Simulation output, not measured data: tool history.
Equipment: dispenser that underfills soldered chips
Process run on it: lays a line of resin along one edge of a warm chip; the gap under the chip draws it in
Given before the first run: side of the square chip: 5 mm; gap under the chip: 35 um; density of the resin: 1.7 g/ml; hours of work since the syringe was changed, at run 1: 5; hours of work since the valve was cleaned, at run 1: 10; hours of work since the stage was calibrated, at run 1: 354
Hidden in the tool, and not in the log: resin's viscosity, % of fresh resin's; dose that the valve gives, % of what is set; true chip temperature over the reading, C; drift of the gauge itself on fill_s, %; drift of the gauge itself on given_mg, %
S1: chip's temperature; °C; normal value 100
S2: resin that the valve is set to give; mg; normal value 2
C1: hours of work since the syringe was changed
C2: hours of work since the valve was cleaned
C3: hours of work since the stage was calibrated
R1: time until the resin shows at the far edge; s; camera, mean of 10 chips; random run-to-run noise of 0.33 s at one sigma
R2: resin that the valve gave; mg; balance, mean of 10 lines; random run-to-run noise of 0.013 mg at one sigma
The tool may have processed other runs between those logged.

run,hour,S1,S2,C1,C2,C3,R1,R2
1,0,100,2,5,10,354,15.7,1.97
# hour 11.2: new syringe of resin
2,13.3,100,2,1,19,362,14,1.99
3,18.6,100,2,5,23,366,16.6,2
4,25.3,106,2,9,27,370,16,1.96
# hour 29.7: new syringe of resin
5,36.5,103,2,5,34,377,14.8,1.96
6,43.6,100,2,9,39,382,19.6,1.96
# hour 47.7: new syringe of resin
7,54.1,100,1.81,4,45,389,16.1,1.76
8,61.4,100,1.81,9,50,394,20.2,1.71
# hour 66.4: new syringe of resin
9,70.8,100,1.81,3,56,400,15.9,1.75
10,82.8,107,1.81,11,64,408,17.7,1.74
# hour 84.3: new syringe of resin
11,89.7,107,1.81,4,69,412,12.4,1.71
12,101.4,100,2.29,11,76,420,21,2.17
# hour 102.6: new syringe of resin
13,113.5,100,2.29,7,84,427,16.8,2.16
# hour 119.5: dispensing valve cleaned and set on the balance
# hour 121.6: new syringe of resin
14,121.6,100,2.29,0,1,432,13.2,2.29
15,127.3,100,2,4,5,436,15.8,1.99
# hour 139.3: new syringe of resin
16,140.2,100,2,1,13,444,13.2,1.99
17,151.8,112,2,8,21,452,12.3,1.96
# hour 157.1: new syringe of resin
18,158,112,2,1,25,455,8.9,1.98
19,163.8,94,2.27,4,29,459,19,2.24
# hour 175.3: new syringe of resin
20,175.3,94,2.27,0,36,467,15.5,2.22
21,183.1,109,2.56,5,41,472,11.6,2.49
22,189.3,109,2.56,9,45,476,14.2,2.49
# hour 193.4: new syringe of resin
23,200.6,109,2.56,5,53,483,10.6,2.49
24,208.6,104,1.81,10,58,488,17.8,1.71
# hour 211.5: new syringe of resin
25,221.5,96,1.93,7,66,497,19.4,1.83
26,227.4,85,2.43,11,70,501,33.4,2.32
# hour 229.7: new syringe of resin
27,234.9,111,1.76,3,75,505,10.8,1.67

Estimate the outcome of run 28 from the log above:
28,246.1,104,1.84,11,82,513,?,?

R1: 18 s
R2: 1.74 mg
Were there no unlogged condition in the tool, this run, its random variation unchanged, would have produced R1 12.4 s, R2 1.84 mg.

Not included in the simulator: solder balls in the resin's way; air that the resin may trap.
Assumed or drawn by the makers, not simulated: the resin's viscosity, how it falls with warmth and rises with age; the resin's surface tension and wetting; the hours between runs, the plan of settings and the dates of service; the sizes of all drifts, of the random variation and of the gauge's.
